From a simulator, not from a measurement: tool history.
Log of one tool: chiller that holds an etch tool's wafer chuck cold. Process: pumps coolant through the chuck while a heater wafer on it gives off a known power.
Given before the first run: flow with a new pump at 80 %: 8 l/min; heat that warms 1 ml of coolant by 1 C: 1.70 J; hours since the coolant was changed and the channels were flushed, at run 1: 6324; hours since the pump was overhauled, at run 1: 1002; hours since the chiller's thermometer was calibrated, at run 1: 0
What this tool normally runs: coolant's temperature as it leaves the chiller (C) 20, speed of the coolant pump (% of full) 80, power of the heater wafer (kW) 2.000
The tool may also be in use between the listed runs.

run,hour,coolant's temperature as it leaves the chiller (C),speed of the coolant pump (% of full),power of the heater wafer (kW),hours since the coolant was changed and the channels were flushed,hours since the pump was overhauled,hours since the chiller's thermometer was calibrated,chuck's temperature once it has settled (K),how much warmer the coolant comes back (C)
1,0.0,20,80,2.000,6324,1002,0,319.55,8.95
2,72.6,12,80,2.000,6397,1075,73,311.55,8.96
3,164.1,12,80,2.000,6488,1166,164,311.65,8.99
4,231.1,12,80,2.000,6555,1233,231,311.65,9.05
5,297.6,19,80,2.000,6622,1300,298,318.85,9.07
6,357.1,20,80,2.000,6681,1359,357,319.85,9.10
7,432.8,13,80,2.000,6757,1435,433,312.85,9.00
8,539.4,13,80,2.000,6863,1541,539,312.95,9.02
9,594.3,13,80,2.000,6918,1596,594,312.85,9.03
10,678.1,13,80,2.000,7002,1680,678,312.95,9.15
11,759.5,13,80,2.000,7084,1761,759,312.95,9.13
12,847.7,13,80,2.000,7172,1850,848,313.25,9.10
13,951.0,20,80,2.000,7275,1953,951,320.35,9.12
14,1038.8,20,80,2.000,7363,2041,1039,320.25,9.15
15,1140.1,20,80,2.000,7464,2142,1140,320.35,9.10
16,1220.9,20,80,1.810,7545,2223,1221,317.85,8.25
17,1322.9,20,80,2.133,7647,2325,1323,322.35,9.80
18,1398.9,20,75,2.000,7723,2401,1399,321.45,9.67
19,1472.7,20,68,2.032,7797,2475,1473,323.35,10.80
20,1566.6,20,68,2.032,7891,2569,1567,323.55,10.93
21,1656.1,20,89,2.032,7980,2658,1656,319.75,8.45
22,1750.5,20,89,2.032,8075,2752,1750,319.65,8.45
23,1860.7,13,77,1.553,8185,2863,1861,308.15,7.46
24,1913.3,13,77,1.553,8237,2915,1913,308.55,7.45
25,2023.1,17,93,2.058,8347,3025,2023,316.75,8.29
26,2101.6,21,62,2.525,8426,3104,2102,334.15,14.97
27,2151.8,23,96,1.400,8476,3154,2152,314.05,5.45
28,2226.9,14,82,1.332,8551,3229,2227,305.85,6.07
29,2325.2,18,71,1.033,8649,3327,2325,306.85,5.33
30,2435.8,25,80,2.955,8760,3438,2436,339.75,13.81
31,2523.1,20,77,2.000,8847,3525,2523,322.15,9.71
32,2574.1,14,84,1.485,8898,3576,2574,307.85,6.58
33,2653.1,14,86,1.947,8977,3655,2653,313.85,8.47

Run by run, hidden condition taken away, random variation retained:
Hidden conditions of the tool in this case: heat passed by the chuck's channels, % of clean ones'; flow at a given pump speed, % of a new pump's; coolant's true temperature over the reading, C; drift of the gauge itself on chuck_c, C; drift of the gauge itself on warmer_back_c, C.
run,chuck's temperature once it has settled (K),how much warmer the coolant comes back (C)
1,316.85,8.80
2,308.75,8.80
3,308.75,8.82
4,308.75,8.86
5,315.85,8.88
6,316.75,8.89
7,309.85,8.80
8,309.75,8.80
9,309.75,8.80
10,309.65,8.90
11,309.65,8.87
12,309.85,8.84
13,316.85,8.84
14,316.65,8.86
15,316.75,8.80
16,314.45,7.96
17,318.35,9.45
18,317.55,9.31
19,319.25,10.39
20,319.25,10.51
21,315.85,8.11
22,315.65,8.10
23,304.85,7.14
24,305.15,7.13
25,312.65,7.92
26,328.15,14.28
27,311.05,5.20
28,302.75,5.78
29,304.15,5.07
30,333.05,13.11
31,317.35,9.21
32,304.25,6.24
33,309.25,8.01
